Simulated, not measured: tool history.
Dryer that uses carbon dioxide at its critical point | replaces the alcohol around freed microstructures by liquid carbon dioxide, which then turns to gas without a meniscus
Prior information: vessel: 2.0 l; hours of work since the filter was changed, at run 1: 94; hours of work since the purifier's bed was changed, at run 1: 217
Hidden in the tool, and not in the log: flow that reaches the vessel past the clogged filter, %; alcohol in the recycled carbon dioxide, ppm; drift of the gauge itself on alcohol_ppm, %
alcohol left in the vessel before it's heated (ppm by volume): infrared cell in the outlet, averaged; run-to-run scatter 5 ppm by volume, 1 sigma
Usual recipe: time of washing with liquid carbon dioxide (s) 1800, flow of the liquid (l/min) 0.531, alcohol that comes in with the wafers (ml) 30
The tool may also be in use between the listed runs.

run	hour	time of washing with liquid carbon dioxide (s)	flow of the liquid (l/min)	alcohol that comes in with the wafers (ml)	hours of work since the filter was changed	hours of work since the purifier's bed was changed	alcohol left in the vessel before it's heated (ppm by volume)
1	0.0	1800	0.531	30	94	217	80
2	7.4	1800	0.531	30	100	222	83
3	17.3	1800	0.531	30	107	229	81
4	25.0	1800	0.531	107	112	235	244
5	35.7	1800	0.531	30	120	243	86
6	42.9	1800	0.531	30	125	248	85
7	55.4	1800	0.751	30	134	257	29
8	64.8	1800	0.531	30	141	263	90
9	71.1	1800	0.616	30	145	268	56
10	79.8	1800	0.531	30	151	274	103
11	86.1	1800	0.531	30	156	279	121
12	91.9	1800	0.531	30	160	283	92
13	99.4	1800	0.531	30	165	288	108
14	108.8	1800	0.531	30	172	295	109
15	116.2	1800	0.531	30	177	300	110
16	128.2	1800	0.531	30	186	309	113
17	140.1	1800	0.531	30	194	317	107
18	147.0	1800	0.531	30	199	322	108
19	159.4	1800	0.895	30	208	331	39
20	169.6	1800	0.895	30	216	338	39
21	178.8	1800	0.895	30	222	345	27
22	186.1	1800	0.895	30	227	350	22
23	195.7	1800	0.531	30	234	357	125
# hour 202.4: inlet filter changed
24	207.5	1800	0.531	30	4	365	77
25	218.6	1800	0.531	30	12	373	73
26	225.9	1800	0.855	30	17	378	32
27	233.6	1800	0.855	30	22	383	38
28	244.7	1080	0.573	30	30	391	376
29	251.1	1320	0.456	56	35	396	763
30	260.8	1920	0.456	99	42	403	281
31	266.3	1320	0.790	37	46	407	69
32	272.6	1800	0.374	30	50	411	306
33	280.8	1200	0.374	21	56	417	793
34	288.7	1200	0.374	21	62	423	762
35	295.8	1140	0.395	21	67	428	771
36	304.4	1800	0.805	102	73	434	42
37	315.5	1800	0.805	102	81	442	41
38	325.9	2400	0.402	30	88	449	90
39	336.5	2220	0.405	61	96	457	207
40	342.9	1680	0.531	37	100	461	156
41	349.0	1680	0.531	37	105	466	141
42	359.2	2400	0.615	23	112	473	41
43	371.7	2400	0.615	23	121	482	46
44	383.0	1800	0.493	90	129	490	325
45	393.0	1800	0.493	90	136	497	375
46	398.7	1800	0.451	120	140	501	685
47	404.4	1800	0.451	120	144	505	688

What if the next run were any one of these 3? Each begins from the tool's condition after run 47:
A	415.7	1800	0.377	114	152	513	?
B	415.7	1800	0.529	120	152	513	?
C	415.7	1800	0.651	29	152	513	?

run	alcohol left in the vessel before it's heated (ppm by volume)
A	1374
B	330
C	63
Take away the tool's hidden state, keep each run's random variation, and the runs would have read:
run	alcohol left in the vessel before it's heated (ppm by volume)
A	846
B	149
C	14
